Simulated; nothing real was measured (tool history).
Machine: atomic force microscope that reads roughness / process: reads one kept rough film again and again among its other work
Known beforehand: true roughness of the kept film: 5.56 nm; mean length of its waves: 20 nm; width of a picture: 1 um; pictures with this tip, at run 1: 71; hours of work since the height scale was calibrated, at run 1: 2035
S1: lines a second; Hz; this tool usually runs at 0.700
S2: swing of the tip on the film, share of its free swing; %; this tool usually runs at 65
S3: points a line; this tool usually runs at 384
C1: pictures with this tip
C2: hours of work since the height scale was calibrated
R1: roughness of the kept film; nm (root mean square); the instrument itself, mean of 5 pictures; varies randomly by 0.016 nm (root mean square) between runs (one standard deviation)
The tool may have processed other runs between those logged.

run 1 day=0.000 | S1=0.700 S2=65 S3=384 | C1=71 C2=2035 | R1=2.980
run 2 day=2.783 | S1=0.700 S2=65 S3=384 | C1=180 C2=2083 | R1=2.219
-- day=4.054 new tip fitted
run 3 day=5.138 | S1=0.700 S2=58 S3=384 | C1=43 C2=2124 | R1=3.230
run 4 day=7.796 | S1=0.700 S2=58 S3=384 | C1=148 C2=2169 | R1=2.411
-- day=9.846 new tip fitted
run 5 day=10.854 | S1=0.700 S2=58 S3=384 | C1=39 C2=2222 | R1=3.463
run 6 day=13.421 | S1=0.700 S2=58 S3=384 | C1=140 C2=2266 | R1=2.500
-- day=15.717 new tip fitted
run 7 day=15.717 | S1=0.700 S2=58 S3=384 | C1=0 C2=2305 | R1=3.984
run 8 day=18.158 | S1=0.700 S2=65 S3=384 | C1=96 C2=2347 | R1=2.838
run 9 day=20.346 | S1=0.700 S2=65 S3=384 | C1=182 C2=2385 | R1=2.251
-- day=21.650 new tip fitted
run 10 day=22.525 | S1=0.700 S2=65 S3=384 | C1=35 C2=2422 | R1=3.425
-- day=22.721 height scale calibrated on a step standard
run 11 day=24.833 | S1=2.107 S2=65 S3=384 | C1=124 C2=36 | R1=2.397
-- day=27.471 new tip fitted
run 12 day=27.917 | S1=2.107 S2=65 S3=416 | C1=17 C2=89 | R1=3.429
run 13 day=29.788 | S1=3.994 S2=65 S3=384 | C1=91 C2=121 | R1=2.551
run 14 day=32.575 | S1=3.994 S2=65 S3=269 | C1=201 C2=169 | R1=1.863
-- day=33.308 new tip fitted
run 15 day=34.838 | S1=3.994 S2=65 S3=269 | C1=60 C2=208 | R1=2.754
run 16 day=36.850 | S1=1.086 S2=65 S3=303 | C1=139 C2=243 | R1=2.345
run 17 day=38.571 | S1=1.340 S2=65 S3=303 | C1=207 C2=272 | R1=1.949
-- day=39.271 new tip fitted
run 18 day=40.467 | S1=1.340 S2=65 S3=303 | C1=47 C2=304 | R1=3.154
run 19 day=42.150 | S1=1.503 S2=72 S3=371 | C1=113 C2=333 | R1=2.472
run 20 day=44.238 | S1=1.503 S2=72 S3=371 | C1=195 C2=369 | R1=2.008
-- day=45.138 new tip fitted
run 21 day=45.862 | S1=0.700 S2=65 S3=868 | C1=28 C2=397 | R1=3.487
run 22 day=48.938 | S1=0.700 S2=65 S3=1018 | C1=149 C2=450 | R1=2.410
-- day=50.954 new tip fitted
run 23 day=51.117 | S1=0.700 S2=58 S3=833 | C1=6 C2=487 | R1=3.849
run 24 day=53.462 | S1=2.592 S2=65 S3=438 | C1=98 C2=527 | R1=2.613
run 25 day=55.796 | S1=2.592 S2=65 S3=438 | C1=190 C2=568 | R1=2.060
-- day=56.858 new tip fitted
run 26 day=58.375 | S1=2.465 S2=65 S3=887 | C1=60 C2=612 | R1=2.974

Branching from run 26: 4 alternative next runs. What would each branch give?
run A day=61.162 | S1=2.465 S2=58 S3=887 | C1=170 C2=660 | R1=?
run B day=61.162 | S1=1.283 S2=59 S3=583 | C1=170 C2=660 | R1=?
run C day=61.162 | S1=2.338 S2=65 S3=384 | C1=170 C2=660 | R1=?
run D day=61.162 | S1=0.651 S2=59 S3=518 | C1=170 C2=660 | R1=?

run=A R1=2.202
run=B R1=2.250
run=C R1=2.159
run=D R1=2.271
Without the tool's unlogged condition, the same runs would have read:
run=A R1=3.807
run=B R1=3.891
run=C R1=3.732
run=D R1=3.926
